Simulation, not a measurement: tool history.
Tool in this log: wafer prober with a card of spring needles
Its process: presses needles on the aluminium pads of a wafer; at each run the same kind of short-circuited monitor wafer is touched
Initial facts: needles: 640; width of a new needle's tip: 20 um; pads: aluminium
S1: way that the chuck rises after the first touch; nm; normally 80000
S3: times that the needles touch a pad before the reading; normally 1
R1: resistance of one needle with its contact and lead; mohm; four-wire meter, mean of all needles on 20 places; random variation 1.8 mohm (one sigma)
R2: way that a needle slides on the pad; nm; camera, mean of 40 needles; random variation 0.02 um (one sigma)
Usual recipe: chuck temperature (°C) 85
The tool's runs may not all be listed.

run 1 hour=0 | S1=80000 chuck_temperature_(°C)=85 S3=1 | R1=294 R2=15520
-- hour=8.6 tips cleaned on abrasive film
run 2 hour=10.4 | S1=80000 chuck_temperature_(°C)=85 S3=1 | R1=359 R2=15430
run 3 hour=21.6 | S1=80000 chuck_temperature_(°C)=76 S3=1 | R1=357 R2=15430
-- hour=30.1 tips cleaned on abrasive film
run 4 hour=42.4 | S1=80000 chuck_temperature_(°C)=85 S3=1 | R1=288 R2=15450
-- hour=52 tips cleaned on abrasive film
-- hour=59.5 tips cleaned on abrasive film, once more
run 5 hour=61.3 | S1=80000 chuck_temperature_(°C)=85 S3=1 | R1=212 R2=15390
run 6 hour=77.4 | S1=80000 chuck_temperature_(°C)=85 S3=1 | R1=303 R2=15350
-- hour=81.9 tips cleaned on abrasive film
run 7 hour=88.1 | S1=80000 chuck_temperature_(°C)=85 S3=1 | R1=253 R2=15400
-- hour=104.5 tips cleaned on abrasive film
run 8 hour=105 | S1=80000 chuck_temperature_(°C)=85 S3=1 | R1=206 R2=15330
run 9 hour=115.2 | S1=80000 chuck_temperature_(°C)=79 S3=1 | R1=283 R2=15390
-- hour=120.6 height of the first contact set anew
-- hour=127.1 tips cleaned on abrasive film
run 10 hour=130.4 | S1=80000 chuck_temperature_(°C)=79 S3=1 | R1=227 R2=15690
run 11 hour=143.3 | S1=80000 chuck_temperature_(°C)=79 S3=1 | R1=295 R2=15700
-- hour=149.7 tips cleaned on abrasive film
run 12 hour=159.5 | S1=80000 chuck_temperature_(°C)=79 S3=1 | R1=268 R2=15690
-- hour=172.5 tips cleaned on abrasive film
run 13 hour=178.3 | S1=83000 chuck_temperature_(°C)=85 S3=1 | R1=240 R2=16250
run 14 hour=190.4 | S1=80000 chuck_temperature_(°C)=54 S3=1 | R1=305 R2=15710
-- hour=194.7 tips cleaned on abrasive film
run 15 hour=203 | S1=80000 chuck_temperature_(°C)=39 S3=3 | R1=212 R2=15660
-- hour=216.7 tips cleaned on abrasive film
run 16 hour=220.7 | S1=64000 chuck_temperature_(°C)=26 S3=2 | R1=230 R2=12480
-- hour=239.4 tips cleaned on abrasive film
run 17 hour=241.3 | S1=64000 chuck_temperature_(°C)=29 S3=1 | R1=229 R2=12510
run 18 hour=251.1 | S1=64000 chuck_temperature_(°C)=29 S3=1 | R1=335 R2=12470
-- hour=261.7 tips cleaned on abrasive film
run 19 hour=267.1 | S1=64000 chuck_temperature_(°C)=29 S3=1 | R1=287 R2=12470
run 20 hour=281 | S1=64000 chuck_temperature_(°C)=29 S3=1 | R1=389 R2=12440
-- hour=284.6 tips cleaned on abrasive film
run 21 hour=290.6 | S1=62000 chuck_temperature_(°C)=33 S3=1 | R1=280 R2=12050
run 22 hour=305.9 | S1=80000 chuck_temperature_(°C)=29 S3=1 | R1=313 R2=15610
-- hour=307.6 tips cleaned on abrasive film
run 23 hour=324.4 | S1=71000 chuck_temperature_(°C)=119 S3=1 | R1=332 R2=13810
-- hour=329.1 tips cleaned on abrasive film
run 24 hour=336.7 | S1=62000 chuck_temperature_(°C)=85 S3=2 | R1=270 R2=12050
run 25 hour=347.6 | S1=95000 chuck_temperature_(°C)=74 S3=2 | R1=238 R2=18540

Here are 3 independent what-if runs from the current tool condition. What would each one return?
-- hour=350.7 tips cleaned on abrasive film
run A hour=363.1 | S1=68000 chuck_temperature_(°C)=76 S3=1 | R1=? R2=?
-- hour=350.7 tips cleaned on abrasive film
run B hour=363.1 | S1=65000 chuck_temperature_(°C)=74 S3=1 | R1=? R2=?
-- hour=350.7 tips cleaned on abrasive film
run C hour=363.1 | S1=95000 chuck_temperature_(°C)=56 S3=3 | R1=? R2=?

run=A R1=323 R2=13200
run=B R1=339 R2=12620
run=C R1=209 R2=18480
Stripped of hidden state, with their random variation kept, the same runs would have yielded:
run=A R1=189 R2=13360
run=B R1=193 R2=12780
run=C R1=180 R2=18630
